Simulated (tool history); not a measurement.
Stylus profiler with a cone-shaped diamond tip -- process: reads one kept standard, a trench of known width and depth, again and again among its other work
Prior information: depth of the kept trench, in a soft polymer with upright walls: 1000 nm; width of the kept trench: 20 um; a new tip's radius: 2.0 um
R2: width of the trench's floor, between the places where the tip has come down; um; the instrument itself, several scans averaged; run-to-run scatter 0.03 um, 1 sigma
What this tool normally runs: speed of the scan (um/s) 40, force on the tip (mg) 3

Run 1, hour 0: usual settings. Result: depth of the trench (Å) 10139.2, R2 16.35 um.
Run 2, hour 19.3: usual settings but force on the tip (mg) 5.65. Result: depth of the trench (Å) 10209.7, R2 16.35 um.
Run 3, hour 36.2: usual settings but force on the tip (mg) 5.65. Result: depth of the trench (Å) 10209.2, R2 16.39 um.
Run 4, hour 58.8: usual settings but force on the tip (mg) 5.65. Result: depth of the trench (Å) 10211.1, R2 16.38 um.
Run 5, hour 90.1: usual settings but force on the tip (mg) 5.65. Result: depth of the trench (Å) 10212.6, R2 16.39 um.
Run 6, hour 103.7: usual settings but force on the tip (mg) 5.65. Result: depth of the trench (Å) 10210.5, R2 16.37 um.
At hour 115.3: new tip fitted, height scale calibrated.
Run 7, hour 123.8: usual settings but force on the tip (mg) 5.65. Result: depth of the trench (Å) 10207.1, R2 16.45 um.
Run 8, hour 142.2: usual settings but force on the tip (mg) 5.65. Result: depth of the trench (Å) 10210, R2 16.41 um.
Run 9, hour 171.1: usual settings but force on the tip (mg) 5.65. Result: depth of the trench (Å) 10209.1, R2 16.42 um.
Run 10, hour 201.8: usual settings but force on the tip (mg) 8.9. Result: depth of the trench (Å) 10286.1, R2 16.45 um.
Run 11, hour 220.5: usual settings but force on the tip (mg) 8.9. Result: depth of the trench (Å) 10289.3, R2 16.41 um.
Run 12, hour 244.2: usual settings but force on the tip (mg) 8.9. Result: depth of the trench (Å) 10285.8, R2 16.42 um.
Run 13, hour 257.6: usual settings but force on the tip (mg) 3.74. Result: depth of the trench (Å) 10160.5, R2 16.41 um.
Run 14, hour 286.5: usual settings but speed of the scan (um/s) 68, force on the tip (mg) 3.74. Result: depth of the trench (Å) 10160.2, R2 16.26 um.
Run 15, hour 310.6: usual settings but speed of the scan (um/s) 98. Result: depth of the trench (Å) 10136.5, R2 16.13 um.
Run 16, hour 325.6: usual settings but force on the tip (mg) 8.99. Result: depth of the trench (Å) 10290.7, R2 16.44 um.
Run 17, hour 341.9: usual settings. Result: depth of the trench (Å) 10136.3, R2 16.38 um.
Run 18, hour 358.6: usual settings but speed of the scan (um/s) 45, force on the tip (mg) 5.82. Result: depth of the trench (Å) 10215.7, R2 16.43 um.
Run 19, hour 373: usual settings but speed of the scan (um/s) 12, force on the tip (mg) 2.96. Result: depth of the trench (Å) 10135, R2 16.44 um.
Run 20, hour 386.6: usual settings but speed of the scan (um/s) 14, force on the tip (mg) 7.47. Result: depth of the trench (Å) 10256.3, R2 16.42 um.
Run 21, hour 411.7: usual settings but speed of the scan (um/s) 55, force on the tip (mg) 1.04. Result: depth of the trench (Å) 10066.5, R2 16.16 um.
Run 22, hour 426.2: usual settings but speed of the scan (um/s) 55, force on the tip (mg) 1.04. Result: depth of the trench (Å) 10071.9, R2 16.13 um.
Run 23, hour 458.5: usual settings but speed of the scan (um/s) 55, force on the tip (mg) 1.04. Result: depth of the trench (Å) 10065.3, R2 16.19 um.
Run 24, hour 489.5: usual settings but speed of the scan (um/s) 10, force on the tip (mg) 4.75. Result: depth of the trench (Å) 10191.8, R2 16.47 um.
Run 25, hour 519.6: usual settings but speed of the scan (um/s) 10, force on the tip (mg) 2.1. Result: depth of the trench (Å) 10109.8, R2 16.49 um.
Run 26, hour 533.1: usual settings but speed of the scan (um/s) 142, force on the tip (mg) 2.1. Result: depth of the trench (Å) 10112.2, R2 15.84 um.

Run 27 has not been measured yet. What should we expect?
Run 27, hour 548.6: usual settings but speed of the scan (um/s) 142, force on the tip (mg) 2.1. Result: depth of the trench (Å) ?, R2 ?.

Logged for run 27: depth of the trench (Å) 10107.1, R2 15.83 um.
Were there no unlogged condition in the tool, this run, its random variation unchanged, would have produced depth of the trench (Å) 10107, R2 15.83 um.
